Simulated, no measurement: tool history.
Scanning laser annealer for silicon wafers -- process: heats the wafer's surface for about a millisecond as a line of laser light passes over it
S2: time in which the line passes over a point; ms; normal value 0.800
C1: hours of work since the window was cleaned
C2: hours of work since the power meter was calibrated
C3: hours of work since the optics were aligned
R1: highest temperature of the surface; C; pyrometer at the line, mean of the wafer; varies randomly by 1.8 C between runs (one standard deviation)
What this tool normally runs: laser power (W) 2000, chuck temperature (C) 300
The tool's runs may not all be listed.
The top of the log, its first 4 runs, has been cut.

run 5 day=1.738 | laser_power_(W)=2000 S2=0.757 chuck_temperature_(C)=300 | C1=804 C2=369 C3=292 | R1=1005
run 6 day=2.029 | laser_power_(W)=2000 S2=0.757 chuck_temperature_(C)=300 | C1=810 C2=375 C3=298 | R1=1005
run 7 day=2.262 | laser_power_(W)=2000 S2=0.757 chuck_temperature_(C)=300 | C1=814 C2=379 C3=302 | R1=1003
run 8 day=2.625 | laser_power_(W)=2000 S2=0.800 chuck_temperature_(C)=289 | C1=821 C2=386 C3=309 | R1=1015
run 9 day=2.958 | laser_power_(W)=2000 S2=0.800 chuck_temperature_(C)=289 | C1=827 C2=392 C3=315 | R1=1018
run 10 day=3.338 | laser_power_(W)=2000 S2=0.800 chuck_temperature_(C)=311 | C1=834 C2=399 C3=322 | R1=1034
run 11 day=3.796 | laser_power_(W)=2000 S2=0.800 chuck_temperature_(C)=311 | C1=843 C2=408 C3=331 | R1=1036
run 12 day=4.288 | laser_power_(W)=2000 S2=0.800 chuck_temperature_(C)=311 | C1=852 C2=417 C3=340 | R1=1035
run 13 day=4.638 | laser_power_(W)=2000 S2=0.800 chuck_temperature_(C)=300 | C1=858 C2=423 C3=346 | R1=1027
run 14 day=4.929 | laser_power_(W)=2000 S2=0.800 chuck_temperature_(C)=300 | C1=864 C2=429 C3=352 | R1=1024
run 15 day=5.288 | laser_power_(W)=2000 S2=0.800 chuck_temperature_(C)=300 | C1=871 C2=435 C3=359 | R1=1028
run 16 day=5.562 | laser_power_(W)=2000 S2=0.800 chuck_temperature_(C)=300 | C1=876 C2=441 C3=364 | R1=1023
run 17 day=5.829 | laser_power_(W)=2000 S2=0.800 chuck_temperature_(C)=300 | C1=881 C2=446 C3=369 | R1=1022
run 18 day=6.062 | laser_power_(W)=1706 S2=0.703 chuck_temperature_(C)=300 | C1=885 C2=450 C3=373 | R1=881
run 19 day=6.300 | laser_power_(W)=1706 S2=0.703 chuck_temperature_(C)=300 | C1=890 C2=454 C3=378 | R1=884
run 20 day=6.675 | laser_power_(W)=1706 S2=0.703 chuck_temperature_(C)=300 | C1=897 C2=461 C3=385 | R1=881
run 21 day=7.096 | laser_power_(W)=1706 S2=0.703 chuck_temperature_(C)=300 | C1=904 C2=469 C3=392 | R1=879
run 22 day=7.438 | laser_power_(W)=1706 S2=0.703 chuck_temperature_(C)=300 | C1=911 C2=476 C3=399 | R1=877
run 23 day=7.683 | laser_power_(W)=2044 S2=0.780 chuck_temperature_(C)=324 | C1=915 C2=480 C3=403 | R1=1050
run 24 day=7.958 | laser_power_(W)=2000 S2=0.924 chuck_temperature_(C)=300 | C1=920 C2=485 C3=409 | R1=1083
run 25 day=8.162 | laser_power_(W)=2000 S2=0.899 chuck_temperature_(C)=300 | C1=924 C2=489 C3=412 | R1=1070

The next listed run, before its measurement:
run 26 day=8.479 | laser_power_(W)=2000 S2=0.637 chuck_temperature_(C)=300 | C1=930 C2=495 C3=418 | R1=?

R1: 938 C
If the tool had no hidden condition, the same run with the same run-to-run variation would have returned R1 970 C.
